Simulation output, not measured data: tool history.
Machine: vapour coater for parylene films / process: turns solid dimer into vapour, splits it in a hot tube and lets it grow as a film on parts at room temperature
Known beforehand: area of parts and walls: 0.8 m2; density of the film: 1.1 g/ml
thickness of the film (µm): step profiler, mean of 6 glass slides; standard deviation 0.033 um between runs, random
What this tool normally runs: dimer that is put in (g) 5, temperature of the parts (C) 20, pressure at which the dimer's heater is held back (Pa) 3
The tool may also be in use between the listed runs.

run   hour  dimer that is put in (g)  temperature of the parts (C)  pressure at which the dimer's heater is held back (Pa)  thickness of the film (µm)
  1      0                         5                            20                                                       3                        3.04
  2    9.4                         5                            18                                                       3                        3.27
  3   30.8                         5                            18                                                       3                        3.19
  4   46.7                         5                            17                                                       3                        3.34
  5     60                         5                            17                                                       3                        3.27
  6   73.1                         5                            17                                                       3                        3.29
  7     95                         5                            20                                                    5.15                         2.7
  8  108.2                         5                            20                                                       3                        2.92
  9  131.2                         5                            20                                                       3                        2.95
 10  153.2                         2                            20                                                       3                        1.15
 11  163.3                         2                            20                                                       3                        1.17
 12    177                         5                            17                                                    2.29                        3.36
 13  196.6                         7                            24                                                       3                        3.58
 14  215.2                         5                            20                                                    5.82                        2.62
     228.9  -- trap's valve overhauled
 15  237.4                         9                            13                                                    3.72                        6.74
 16  257.8                         9                            20                                                    7.43                        4.93
 17  273.1                         9                            20                                                    7.43                        4.96
 18  287.6                         9                            20                                                    7.43                        4.94
 19  307.7                         5                            25                                                       3                        2.65
 20  320.7                         5                            25                                                       3                        2.68
 21  337.6                         5                            18                                                    7.43                        2.88
 22  350.9                         3                            20                                                       3                        1.86

5 ways to go on from here, each from the tool as it stands after run 22. What would each give?
  A  369.3                         4                            31                                                       3                           ?
  B  369.3                         8                            20                                                       3                           ?
  C  369.3                         2                            20                                                       3                           ?
  D  369.3                         2                            22                                                     8.2                           ?
  E  369.3                         3                            25                                                       3                           ?

run  thickness of the film (µm)
  A                        1.81
  B                        4.89
  C                         1.2
  D                        0.98
  E                        1.55
Take away the tool's hidden state, keep each run's random variation, and the runs would have read:
run  thickness of the film (µm)
  A                        1.94
  B                        5.21
  C                        1.28
  D                        1.04
  E                        1.65
